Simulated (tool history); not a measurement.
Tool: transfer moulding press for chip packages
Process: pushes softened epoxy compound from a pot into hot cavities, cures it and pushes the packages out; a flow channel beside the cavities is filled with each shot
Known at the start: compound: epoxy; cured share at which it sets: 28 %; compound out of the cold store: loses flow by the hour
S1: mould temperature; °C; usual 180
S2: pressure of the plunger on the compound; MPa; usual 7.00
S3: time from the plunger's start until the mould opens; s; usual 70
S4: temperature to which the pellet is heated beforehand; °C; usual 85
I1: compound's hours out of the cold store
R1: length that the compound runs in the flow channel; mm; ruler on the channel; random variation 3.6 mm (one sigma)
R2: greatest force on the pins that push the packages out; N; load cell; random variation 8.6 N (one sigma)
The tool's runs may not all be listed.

run	day	S1	S2	S3	S4	I1	R1	R2
1	0.000	180	7.00	70	85	36.2	846	383
# day 1.917: cavities cleaned with cleaning compound and waxed
2	1.917	180	7.00	70	85	15.4	934	402
# day 4.367: cavities cleaned with cleaning compound and waxed
3	4.462	180	7.00	70	85	36.2	852	389
4	5.975	180	7.00	70	85	37.7	845	377
# day 6.692: cavities cleaned with cleaning compound and waxed
# day 9.225: cavities cleaned with cleaning compound and waxed
5	9.308	180	7.42	70	85	43.1	850	379
# day 9.862: plunger's sealing rings changed
# day 11.746: cavities cleaned with cleaning compound and waxed
6	11.800	180	7.00	70	85	25.4	900	394
# day 14.233: cavities cleaned with cleaning compound and waxed
7	14.950	180	7.00	70	85	26.8	885	402
# day 16.808: cavities cleaned with cleaning compound and waxed
8	17.850	180	7.00	70	85	30.5	879	404
# day 19.350: cavities cleaned with cleaning compound and waxed
9	20.917	180	7.00	70	85	16.3	932	408
# day 21.788: cavities cleaned with cleaning compound and waxed
10	22.729	180	7.00	70	85	45.3	814	366
# day 24.296: cavities cleaned with cleaning compound and waxed
11	25.488	180	7.00	70	85	42.4	820	385
# day 26.508: mould's thermocouples calibrated
# day 26.708: cavities cleaned with cleaning compound and waxed
12	28.746	180	7.00	70	85	20.4	916	398
# day 29.017: cavities cleaned with cleaning compound and waxed
13	30.521	180	7.00	70	85	46.7	810	386
# day 31.375: cavities cleaned with cleaning compound and waxed
# day 31.671: plunger's sealing rings changed
14	33.562	180	7.00	70	85	12.4	948	421
# day 33.775: cavities cleaned with cleaning compound and waxed
15	35.804	180	5.71	66	85	21.8	823	483
# day 36.167: cavities cleaned with cleaning compound and waxed
16	38.262	180	5.71	66	85	12.9	855	490
# day 38.546: cavities cleaned with cleaning compound and waxed
# day 40.892: cavities cleaned with cleaning compound and waxed
17	41.183	176	5.91	61	95	28.3	816	708
# day 43.392: cavities cleaned with cleaning compound and waxed
18	43.938	176	5.91	61	95	9.6	893	796
# day 45.688: cavities cleaned with cleaning compound and waxed
19	46.854	175	7.63	61	85	43.3	868	787
# day 48.096: cavities cleaned with cleaning compound and waxed
20	49.996	175	7.63	61	85	41.2	883	801
# day 50.562: cavities cleaned with cleaning compound and waxed
21	52.496	175	7.63	61	85	46.3	855	805
# day 52.979: cavities cleaned with cleaning compound and waxed
# day 53.458: plunger's sealing rings changed
22	54.821	175	7.00	76	90	34.5	874	414
# day 55.625: cavities cleaned with cleaning compound and waxed
23	56.200	175	7.00	76	90	45.8	828	416
# day 58.029: cavities cleaned with cleaning compound and waxed
24	58.575	174	7.00	72	85	42.7	836	531
25	60.038	176	8.29	88	81	10.6	1056	347
# day 60.325: cavities cleaned with cleaning compound and waxed
26	62.333	180	7.00	70	88	35.6	854	361

3 ways to go on from here, each from the tool as it stands after run 26. What would each give?
# day 62.688: cavities cleaned with cleaning compound and waxed
A	64.383	180	5.30	101	94	10.4	?	?
# day 62.688: cavities cleaned with cleaning compound and waxed
B	64.383	186	7.00	70	78	19.7	?	?
# day 62.688: cavities cleaned with cleaning compound and waxed
C	64.383	180	7.00	108	78	45.4	?	?

run	R1	R2
A	836	268
B	901	304
C	815	273
Without the tool's hidden state the same runs would have given:
run	R1	R2
A	836	267
B	902	302
C	816	272

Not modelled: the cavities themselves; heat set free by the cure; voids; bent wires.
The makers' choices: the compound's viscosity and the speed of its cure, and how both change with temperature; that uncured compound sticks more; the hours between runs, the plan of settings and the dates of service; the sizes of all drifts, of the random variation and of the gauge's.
